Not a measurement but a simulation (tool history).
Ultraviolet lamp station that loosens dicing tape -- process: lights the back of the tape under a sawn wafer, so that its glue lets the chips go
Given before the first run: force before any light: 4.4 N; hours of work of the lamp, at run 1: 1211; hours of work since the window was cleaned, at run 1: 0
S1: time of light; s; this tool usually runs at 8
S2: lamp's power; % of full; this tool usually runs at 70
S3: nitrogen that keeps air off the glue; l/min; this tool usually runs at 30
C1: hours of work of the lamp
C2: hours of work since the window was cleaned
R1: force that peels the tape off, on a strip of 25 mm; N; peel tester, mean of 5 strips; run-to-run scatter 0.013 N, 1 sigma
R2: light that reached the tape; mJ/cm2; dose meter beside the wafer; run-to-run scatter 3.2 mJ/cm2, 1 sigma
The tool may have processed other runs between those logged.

run,day,S1,S2,S3,C1,C2,R1,R2
1,0,8,70,30,1211,0,0.585,492
2,2.783,8,89,30,1252,41,0.407,626
3,4.804,8,70,30,1282,71,0.581,495
4,7.154,8,83,30,1317,106,0.449,583
5,10.183,8,83,30,1362,151,0.461,582
6,12.667,8,83,30,1399,188,0.449,587
# day 13.875: window cleaned of glue's vapour
7,15.617,12,70,30,1442,26,0.296,743
8,17.667,12,70,30,1473,56,0.319,744
9,19.917,12,70,30,1506,90,0.312,740
10,21.892,12,70,30,1536,119,0.323,744
11,24.279,12,70,30,1571,155,0.331,732
12,25.892,12,70,30,1595,179,0.305,739
# day 27.958: window cleaned of glue's vapour
13,28.854,8,70,30,1639,13,0.564,492
14,31.238,8,70,30,1674,49,0.574,494
15,34.162,8,92,30,1718,92,0.378,648
16,35.733,8,92,30,1741,116,0.383,645
17,38.421,8,70,30,1781,156,0.594,496
18,40.679,8,70,30,1815,189,0.608,491
# day 41.879: window cleaned of glue's vapour
# day 42.275: lamp changed
19,42.888,8,70,30,9,14,0.554,491
20,44.262,8,70,30,30,35,0.588,504
21,45.946,8,70,30,55,60,0.588,496
22,48.658,8,76,50,95,100,0.415,536
23,49.896,8,76,50,113,119,0.393,539
24,51.946,8,76,50,144,149,0.399,537
25,54.192,14,97,27,177,182,0.204,1201
# day 55.829: window cleaned of glue's vapour
26,55.829,11,85,24,201,0,0.291,834
27,57.046,8,61,12,219,18,1.116,441
28,59.5,5,70,46,256,55,1.002,308
29,60.896,5,70,46,277,75,1.003,313
30,62.983,5,88,26,308,106,0.911,388
31,65.358,12,72,30,343,142,0.322,765
32,68.004,12,72,30,382,181,0.297,760
# day 69.917: window cleaned of glue's vapour
33,70.212,14,84,43,415,4,0.208,1040
34,73.088,8,65,19,458,47,0.801,465
35,75.304,8,65,19,491,80,0.832,458
36,78.083,4,88,49,532,121,0.945,310
37,79.433,10,92,30,552,142,0.272,813
38,81.75,12,69,18,586,176,0.406,730
39,83.538,12,70,16,613,203,0.427,737
# day 83.971: window cleaned of glue's vapour
40,86.546,12,70,16,657,38,0.433,743
41,89.462,12,70,14,701,82,0.46,740

Hidden state at the last listed run before each entry between runs and at the first one after, where it differs:
Runs 6 to 7: window cleaned of glue's vapour (day 13.875)
  light that the window lets through, % of a clean one's: 99.8 -> 100
  the result without the hidden state subtracted from the measured one, R2: -3 -> -2 mJ/cm2
Runs 12 to 13: window cleaned of glue's vapour (day 27.958)
  light that the window lets through, % of a clean one's: 99.8 -> 100
  the result without the hidden state subtracted from the measured one, R2: -4 -> -2 mJ/cm2
Runs 18 to 19: window cleaned of glue's vapour (day 41.879); lamp changed (day 42.275)
  lamp's light, % of a new lamp's: 99.6 -> 100; light that the window lets through, % of a clean one's: 99.8 -> 100
  the result without the hidden state subtracted from the measured one, R2: -3 -> +0 mJ/cm2
Runs 25 to 26: window cleaned of glue's vapour (day 55.829)
  light that the window lets through, % of a clean one's: 99.8 -> 100
  the result without the hidden state subtracted from the measured one, R2: -2 -> +0 mJ/cm2
Runs 32 to 33: window cleaned of glue's vapour (day 69.917)
  light that the window lets through, % of a clean one's: 99.8 -> 100
  the result without the hidden state subtracted from the measured one, R2: -2 -> -1 mJ/cm2
Runs 39 to 40: window cleaned of glue's vapour (day 83.971)
  light that the window lets through, % of a clean one's: 99.8 -> 100
  the result without the hidden state subtracted from the measured one, R2: -3 -> -2 mJ/cm2
